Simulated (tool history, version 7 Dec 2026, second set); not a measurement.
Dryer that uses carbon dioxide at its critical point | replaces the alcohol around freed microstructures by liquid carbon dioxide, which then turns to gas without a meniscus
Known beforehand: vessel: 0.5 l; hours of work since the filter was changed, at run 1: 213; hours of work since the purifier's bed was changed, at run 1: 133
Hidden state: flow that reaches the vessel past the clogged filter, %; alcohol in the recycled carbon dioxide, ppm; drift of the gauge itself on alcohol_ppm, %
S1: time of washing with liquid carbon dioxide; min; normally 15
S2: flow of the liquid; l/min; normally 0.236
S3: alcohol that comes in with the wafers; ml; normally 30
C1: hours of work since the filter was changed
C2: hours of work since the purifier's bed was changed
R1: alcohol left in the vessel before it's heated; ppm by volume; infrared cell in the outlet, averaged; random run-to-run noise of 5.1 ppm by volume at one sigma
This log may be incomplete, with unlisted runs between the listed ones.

| run | hour | S1 | S2 | S3 | C1 | C2 | R1 |
|---|---|---|---|---|---|---|---|
| 1 | 0.0 | 15 | 0.236 | 30 | 213 | 133 | 122 |
| 2 | 16.9 | 12 | 0.236 | 30 | 226 | 145 | 352 |
| 3 | 30.5 | 19 | 0.236 | 30 | 235 | 155 | 72 |
| 4 | 53.9 | 19 | 0.236 | 30 | 252 | 172 | 80 |
| 5 | 76.3 | 19 | 0.236 | 30 | 268 | 188 | 79 |
| 6 | 93.1 | 19 | 0.236 | 30 | 280 | 200 | 94 |
| 7 | 114.6 | 15 | 0.361 | 30 | 296 | 215 | 81 |
| 8 | 128.3 | 15 | 0.236 | 30 | 305 | 225 | 171 |
| 9 | 140.7 | 15 | 0.236 | 30 | 314 | 234 | 174 |
| 10 | 164.3 | 15 | 0.236 | 28 | 331 | 251 | 181 |
| 11 | 191.8 | 15 | 0.236 | 28 | 351 | 270 | 185 |
|  | 205.6 | inlet filter changed |
| 12 | 207.4 | 18 | 0.236 | 30 | 1 | 281 | 112 |
| 13 | 236.6 | 11 | 0.236 | 30 | 22 | 302 | 490 |
| 14 | 264.5 | 11 | 0.236 | 30 | 42 | 322 | 504 |
| 15 | 294.4 | 15 | 0.236 | 92 | 64 | 343 | 322 |
| 16 | 312.2 | 15 | 0.236 | 62 | 76 | 356 | 269 |
| 17 | 330.9 | 15 | 0.236 | 62 | 90 | 369 | 269 |
| 18 | 345.3 | 15 | 0.236 | 62 | 100 | 380 | 279 |
| 19 | 372.6 | 12 | 0.236 | 30 | 120 | 399 | 413 |
| 20 | 393.3 | 12 | 0.236 | 30 | 134 | 414 | 410 |
| 21 | 414.4 | 12 | 0.236 | 30 | 150 | 429 | 426 |
| 22 | 441.7 | 12 | 0.236 | 30 | 169 | 449 | 437 |
| 23 | 459.7 | 12 | 0.236 | 30 | 182 | 462 | 460 |
| 24 | 483.6 | 15 | 0.236 | 30 | 199 | 479 | 261 |
| 25 | 499.1 | 9 | 0.228 | 25 | 210 | 490 | 1232 |
| 26 | 520.6 | 21 | 0.254 | 79 | 226 | 505 | 183 |
| 27 | 538.9 | 12 | 0.188 | 37 | 239 | 518 | 1245 |
| 28 | 564.7 | 18 | 0.249 | 49 | 257 | 537 | 219 |
| 29 | 594.1 | 15 | 0.143 | 32 | 278 | 558 | 1362 |
| 30 | 610.4 | 15 | 0.143 | 32 | 290 | 569 | 1388 |
| 31 | 634.6 | 9 | 0.161 | 54 | 307 | 587 | 7541 |
| 32 | 652.8 | 9 | 0.161 | 54 | 320 | 600 | 7465 |

Run 33 is up next; what results do you expect?
| 33 | 675.0 | 9 | 0.161 | 54 | 336 | 616 | ? |

{"run 33": {"R1": 7850}}
Minus the tool's unlogged condition, the same run would have read R1 6416 ppm by volume.

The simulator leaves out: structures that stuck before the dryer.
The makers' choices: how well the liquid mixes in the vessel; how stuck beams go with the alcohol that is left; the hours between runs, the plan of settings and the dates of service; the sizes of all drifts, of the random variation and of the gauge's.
